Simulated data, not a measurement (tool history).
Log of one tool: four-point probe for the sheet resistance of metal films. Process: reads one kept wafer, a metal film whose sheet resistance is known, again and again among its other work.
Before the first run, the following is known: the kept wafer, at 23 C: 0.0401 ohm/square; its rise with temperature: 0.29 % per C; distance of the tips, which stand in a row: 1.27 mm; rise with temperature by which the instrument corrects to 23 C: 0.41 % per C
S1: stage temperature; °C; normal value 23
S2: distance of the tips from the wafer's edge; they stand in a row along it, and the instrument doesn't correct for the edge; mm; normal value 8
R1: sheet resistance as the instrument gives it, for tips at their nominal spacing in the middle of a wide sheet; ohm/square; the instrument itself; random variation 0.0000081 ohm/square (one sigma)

run    hour  S1  S2        R1
  1       0  23   8  0.040861
  2    73.2  23   9  0.040751
  3   117.3  26   9  0.040601
  4   182.2  26   9  0.040629
  5   261.9  26   9  0.040626
  6   329.6  26   9  0.040629
  7   415.4  26   9  0.040638
  8   472.3  26   9  0.040652
  9   521.7  26   9  0.040646
 10   567.7  26   9  0.040646
 11     616  23   7  0.041074
 12   686.6  23   7  0.041076
 13   730.9  23   7   0.04108
 14   820.6  23   8  0.040921
 15   918.5  23   8  0.040949
 16   960.3  23   8  0.040946
 17  1044.8  23   7  0.041123
 18  1127.9  23   7   0.04113
 19    1172  23   7  0.041127
 20  1245.1  23   8  0.040963
 21  1345.3  23  11  0.040717
     1353.9  -- stage's thermometer calibrated
 22  1410.9  23  11    0.0408
 23  1467.8  30   8    0.0407
 24  1555.3  30   7  0.040859
 25  1602.9  21  14  0.040787
     1610.9  -- new probe head fitted
 26  1646.9  25  33   0.04003
 27  1748.1  25  33  0.040046
     1769.5  -- stage's thermometer calibrated, once more
 28  1829.2  25  33  0.039899
 29  1885.1  25  33  0.039888
 30  1968.7  25   4  0.041926
 31  2039.4  24   8  0.040464
 32  2121.8  25  22  0.039949
 33  2177.4  24   4  0.041994
 34    2264  24   4  0.041993
 35    2319  35   3  0.042895
 36  2398.1  30   5  0.041001
 37  2494.3  18  13  0.040493
 38  2544.2  25   3  0.043402
 39  2588.7  21   7  0.040824
 40  2673.7  22   5  0.041447
 41  2745.8  22   5  0.041442
 42  2827.7  29   8  0.040306
 43  2892.1  29   8  0.040282
 44  2978.8  29   8  0.040312

What if the next run were any one of these 3? Each begins from the tool's condition after run 44:
  A  3050  32  15   ?
  B  3050  28  33   ?
  C  3050  29  12   ?

run        R1
  A  0.039788
  B  0.039858
  C  0.040029
Without the tool's hidden state the same runs would have given:
run        R1
  A  0.039822
  B  0.039891
  C  0.040062
